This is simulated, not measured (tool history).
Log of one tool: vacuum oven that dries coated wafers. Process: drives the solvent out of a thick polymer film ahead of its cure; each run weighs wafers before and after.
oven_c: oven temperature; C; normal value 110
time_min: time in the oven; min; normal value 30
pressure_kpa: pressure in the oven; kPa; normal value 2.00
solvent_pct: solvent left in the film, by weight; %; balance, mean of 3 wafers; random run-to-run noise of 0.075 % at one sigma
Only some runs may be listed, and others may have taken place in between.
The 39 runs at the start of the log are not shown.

run 40 hour=1211.7 | oven_c=115 time_min=21 pressure_kpa=4.82 | solvent_pct=7.25
run 41 hour=1236.5 | oven_c=122 time_min=29 pressure_kpa=1.61 | solvent_pct=2.50
run 42 hour=1256.9 | oven_c=122 time_min=29 pressure_kpa=1.61 | solvent_pct=2.43
-- hour=1273.8 oven's thermocouples calibrated
run 43 hour=1280.2 | oven_c=101 time_min=24 pressure_kpa=1.61 | solvent_pct=9.57
run 44 hour=1306.1 | oven_c=101 time_min=24 pressure_kpa=1.61 | solvent_pct=9.60
run 45 hour=1344.8 | oven_c=101 time_min=24 pressure_kpa=1.61 | solvent_pct=9.71
run 46 hour=1370.4 | oven_c=113 time_min=30 pressure_kpa=2.00 | solvent_pct=4.68
run 47 hour=1403.0 | oven_c=109 time_min=30 pressure_kpa=1.14 | solvent_pct=5.60

4 ways to go on from here, each from the tool as it stands after run 47. What would each give?
run A hour=1431.0 | oven_c=115 time_min=16 pressure_kpa=1.79 | solvent_pct=?
run B hour=1431.0 | oven_c=99 time_min=26 pressure_kpa=4.11 | solvent_pct=?
run C hour=1431.0 | oven_c=110 time_min=18 pressure_kpa=7.66 | solvent_pct=?
run D hour=1431.0 | oven_c=109 time_min=15 pressure_kpa=3.48 | solvent_pct=?

run=A solvent_pct=7.57
run=B solvent_pct=11.14
run=C solvent_pct=10.78
run=D solvent_pct=10.60
Stripped of hidden state, with their random variation kept, the same runs would have yielded:
run=A solvent_pct=7.56
run=B solvent_pct=11.13
run=C solvent_pct=10.78
run=D solvent_pct=10.60
